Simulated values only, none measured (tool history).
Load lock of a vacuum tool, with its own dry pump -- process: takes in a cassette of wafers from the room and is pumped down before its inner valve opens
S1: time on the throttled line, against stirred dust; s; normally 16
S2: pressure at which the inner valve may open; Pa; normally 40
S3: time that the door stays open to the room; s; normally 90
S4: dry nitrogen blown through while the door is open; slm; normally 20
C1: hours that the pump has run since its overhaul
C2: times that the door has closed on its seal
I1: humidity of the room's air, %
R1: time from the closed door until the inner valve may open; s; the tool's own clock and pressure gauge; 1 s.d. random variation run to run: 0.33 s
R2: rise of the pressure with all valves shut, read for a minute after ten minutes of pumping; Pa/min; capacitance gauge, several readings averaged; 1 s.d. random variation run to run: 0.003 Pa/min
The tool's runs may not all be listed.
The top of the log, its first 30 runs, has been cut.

run 31 day=239.317 | S1=15 S2=40 S3=90 S4=33 | C1=11444 C2=27698 | I1=47.2 | R1=23.7 R2=0.285
run 32 day=247.917 | S1=16 S2=41 S3=33 S4=33 | C1=11650 C2=28665 | I1=44.7 | R1=24.2 R2=0.285
-- day=250.525 door's seal changed, seat wiped
run 33 day=253.346 | S1=12 S2=40 S3=109 S4=20 | C1=11779 C2=317 | I1=44.1 | R1=22.4 R2=0.055
run 34 day=259.308 | S1=23 S2=53 S3=90 S4=20 | C1=11922 C2=988 | I1=46.2 | R1=29.6 R2=0.058
run 35 day=270.454 | S1=9 S2=35 S3=171 S4=20 | C1=12189 C2=2242 | I1=40.9 | R1=19.5 R2=0.066
run 36 day=275.221 | S1=16 S2=40 S3=37 S4=8 | C1=12304 C2=2778 | I1=47.6 | R1=25.6 R2=0.054
run 37 day=280.596 | S1=15 S2=40 S3=26 S4=20 | C1=12433 C2=3383 | I1=44.7 | R1=24.1 R2=0.042
run 38 day=288.725 | S1=15 S2=40 S3=26 S4=20 | C1=12628 C2=4298 | I1=45.2 | R1=23.5 R2=0.044

Here are 3 independent what-if runs from the current tool condition. What would each one return?
run A day=294.829 | S1=16 S2=40 S3=31 S4=9 | C1=12774 C2=4984 | I1=43.6 | R1=? R2=?
run B day=294.829 | S1=15 S2=53 S3=26 S4=20 | C1=12774 C2=4984 | I1=43.6 | R1=? R2=?
run C day=294.829 | S1=23 S2=54 S3=57 S4=20 | C1=12774 C2=4984 | I1=44.0 | R1=? R2=?

run=A R1=24.4 R2=0.064
run=B R1=23.9 R2=0.046
run=C R1=29.4 R2=0.055
What these runs would have given with no unlogged condition in the tool:
run=A R1=22.8 R2=0.047
run=B R1=22.4 R2=0.029
run=C R1=28.3 R2=0.039

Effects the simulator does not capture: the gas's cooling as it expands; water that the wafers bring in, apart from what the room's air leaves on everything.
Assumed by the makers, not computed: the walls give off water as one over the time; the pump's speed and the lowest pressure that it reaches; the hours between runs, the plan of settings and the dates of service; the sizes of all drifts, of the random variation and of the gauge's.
